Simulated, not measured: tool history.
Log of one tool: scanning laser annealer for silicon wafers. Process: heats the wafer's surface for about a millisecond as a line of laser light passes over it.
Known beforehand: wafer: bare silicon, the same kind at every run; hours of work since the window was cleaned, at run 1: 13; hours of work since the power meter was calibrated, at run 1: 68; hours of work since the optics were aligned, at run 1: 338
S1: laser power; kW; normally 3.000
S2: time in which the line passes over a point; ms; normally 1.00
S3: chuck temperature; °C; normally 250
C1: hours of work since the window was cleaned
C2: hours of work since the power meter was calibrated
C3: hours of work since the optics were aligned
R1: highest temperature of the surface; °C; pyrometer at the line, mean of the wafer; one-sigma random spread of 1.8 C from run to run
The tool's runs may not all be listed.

{"run": 1, "hour": 0.0, "S1": 3.0, "S2": 1.0, "S3": 250, "C1": 13, "C2": 68, "C3": 338, "R1": 1012}
{"run": 2, "hour": 5.9, "S1": 3.0, "S2": 1.0, "S3": 250, "C1": 17, "C2": 72, "C3": 342, "R1": 1013}
{"run": 3, "hour": 13.8, "S1": 3.0, "S2": 1.0, "S3": 250, "C1": 23, "C2": 78, "C3": 348, "R1": 1015}
{"run": 4, "hour": 19.5, "S1": 3.0, "S2": 1.0, "S3": 250, "C1": 28, "C2": 83, "C3": 353, "R1": 1011}
{"run": 5, "hour": 26.6, "S1": 3.0, "S2": 1.0, "S3": 250, "C1": 33, "C2": 88, "C3": 358, "R1": 1011}
{"run": 6, "hour": 36.9, "S1": 3.075, "S2": 1.0, "S3": 250, "C1": 41, "C2": 96, "C3": 366, "R1": 1030}
{"run": 7, "hour": 45.8, "S1": 3.075, "S2": 1.0, "S3": 250, "C1": 48, "C2": 103, "C3": 373, "R1": 1030}
{"run": 8, "hour": 55.7, "S1": 3.075, "S2": 1.0, "S3": 250, "C1": 55, "C2": 110, "C3": 380, "R1": 1031}
{"run": 9, "hour": 62.4, "S1": 3.075, "S2": 1.0, "S3": 250, "C1": 60, "C2": 116, "C3": 385, "R1": 1028}
{"run": 10, "hour": 67.6, "S1": 3.0, "S2": 1.0, "S3": 250, "C1": 65, "C2": 120, "C3": 389, "R1": 1010}
{"run": 11, "hour": 77.7, "S1": 3.0, "S2": 1.0, "S3": 250, "C1": 72, "C2": 127, "C3": 397, "R1": 1012}
{"run": 12, "hour": 84.9, "S1": 3.0, "S2": 1.0, "S3": 250, "C1": 78, "C2": 133, "C3": 403, "R1": 1014}
{"run": 13, "hour": 91.9, "S1": 3.0, "S2": 1.0, "S3": 250, "C1": 83, "C2": 138, "C3": 408, "R1": 1011}
{"run": 14, "hour": 99.5, "S1": 3.0, "S2": 1.0, "S3": 250, "C1": 89, "C2": 144, "C3": 414, "R1": 1012}
{"run": 15, "hour": 110.0, "S1": 3.0, "S2": 1.0, "S3": 250, "C1": 97, "C2": 152, "C3": 422, "R1": 1010}
{"run": 16, "hour": 117.8, "S1": 3.0, "S2": 1.0, "S3": 250, "C1": 103, "C2": 158, "C3": 428, "R1": 1009}
{"run": 17, "hour": 125.7, "S1": 3.0, "S2": 1.0, "S3": 250, "C1": 109, "C2": 164, "C3": 434, "R1": 1009}
{"run": 18, "hour": 132.3, "S1": 3.0, "S2": 1.0, "S3": 250, "C1": 114, "C2": 169, "C3": 439, "R1": 1012}
{"run": 19, "hour": 137.9, "S1": 3.0, "S2": 0.91, "S3": 250, "C1": 118, "C2": 173, "C3": 443, "R1": 976}
{"run": 20, "hour": 146.7, "S1": 3.0, "S2": 0.91, "S3": 250, "C1": 125, "C2": 180, "C3": 450, "R1": 974}
{"run": 21, "hour": 153.2, "S1": 3.286, "S2": 1.0, "S3": 250, "C1": 130, "C2": 185, "C3": 455, "R1": 1074}
{"run": 22, "hour": 157.5, "S1": 3.286, "S2": 0.73, "S3": 275, "C1": 133, "C2": 188, "C3": 458, "R1": 989}
{"run": 23, "hour": 163.6, "S1": 2.562, "S2": 0.72, "S3": 220, "C1": 138, "C2": 193, "C3": 463, "R1": 777}
{"hour": 169.2, "done": "optics aligned, line set to its width"}
{"run": 24, "hour": 176.0, "S1": 2.77, "S2": 0.72, "S3": 290, "C1": 144, "C2": 199, "C3": 5, "R1": 892}
{"run": 25, "hour": 185.5, "S1": 3.21, "S2": 0.84, "S3": 245, "C1": 151, "C2": 206, "C3": 13, "R1": 988}
{"run": 26, "hour": 194.5, "S1": 2.769, "S2": 0.9, "S3": 250, "C1": 158, "C2": 213, "C3": 19, "R1": 918}
{"run": 27, "hour": 202.2, "S1": 2.769, "S2": 0.9, "S3": 250, "C1": 164, "C2": 219, "C3": 25, "R1": 919}
{"run": 28, "hour": 210.2, "S1": 2.769, "S2": 0.9, "S3": 250, "C1": 170, "C2": 225, "C3": 31, "R1": 920}
{"hour": 217.1, "done": "optics aligned, line set to its width, once more"}
{"run": 29, "hour": 220.7, "S1": 2.769, "S2": 0.9, "S3": 250, "C1": 174, "C2": 229, "C3": 3, "R1": 918}
{"run": 30, "hour": 230.6, "S1": 2.769, "S2": 0.9, "S3": 250, "C1": 182, "C2": 237, "C3": 10, "R1": 917}
{"run": 31, "hour": 235.4, "S1": 3.0, "S2": 1.02, "S3": 282, "C1": 185, "C2": 240, "C3": 14, "R1": 1047}
{"run": 32, "hour": 243.5, "S1": 3.0, "S2": 1.02, "S3": 247, "C1": 192, "C2": 247, "C3": 20, "R1": 1011}
{"run": 33, "hour": 250.9, "S1": 3.0, "S2": 1.02, "S3": 247, "C1": 197, "C2": 252, "C3": 26, "R1": 1014}
{"run": 34, "hour": 257.7, "S1": 3.0, "S2": 1.02, "S3": 247, "C1": 202, "C2": 257, "C3": 31, "R1": 1010}
{"run": 35, "hour": 265.8, "S1": 2.973, "S2": 0.89, "S3": 265, "C1": 209, "C2": 264, "C3": 37, "R1": 975}
{"run": 36, "hour": 272.9, "S1": 3.0, "S2": 1.2, "S3": 250, "C1": 214, "C2": 269, "C3": 43, "R1": 1072}
{"run": 37, "hour": 282.5, "S1": 3.0, "S2": 0.74, "S3": 290, "C1": 221, "C2": 277, "C3": 50, "R1": 945}
{"run": 38, "hour": 287.0, "S1": 2.661, "S2": 1.08, "S3": 250, "C1": 225, "C2": 280, "C3": 54, "R1": 947}
{"run": 39, "hour": 292.7, "S1": 3.133, "S2": 1.08, "S3": 229, "C1": 229, "C2": 284, "C3": 58, "R1": 1040}
{"run": 40, "hour": 302.1, "S1": 2.659, "S2": 1.09, "S3": 230, "C1": 236, "C2": 292, "C3": 65, "R1": 928}
{"run": 41, "hour": 310.1, "S1": 3.213, "S2": 0.87, "S3": 250, "C1": 243, "C2": 298, "C3": 71, "R1": 1003}

Describe how what the log doesn't record of the tool's condition differs between the last listed run preceding each entry between runs and the first listed run following it.
Between runs 23 and 24: optics aligned, line set to its width (hour 169.2)
  light that passes the window, % of a clean one's: 98.96 -> 98.92; width of the line over the set one, %: 0.76 -> 0.86
  measured value less the no-hidden-state value, R1: -9 -> -10 °C
Between runs 28 and 29: optics aligned, line set to its width, once more (hour 217.1)
  light that passes the window, % of a clean one's: 98.72 -> 98.69; width of the line over the set one, %: 0.9 -> 0.06
  measured value less the no-hidden-state value, R1: -13 -> -10 °C

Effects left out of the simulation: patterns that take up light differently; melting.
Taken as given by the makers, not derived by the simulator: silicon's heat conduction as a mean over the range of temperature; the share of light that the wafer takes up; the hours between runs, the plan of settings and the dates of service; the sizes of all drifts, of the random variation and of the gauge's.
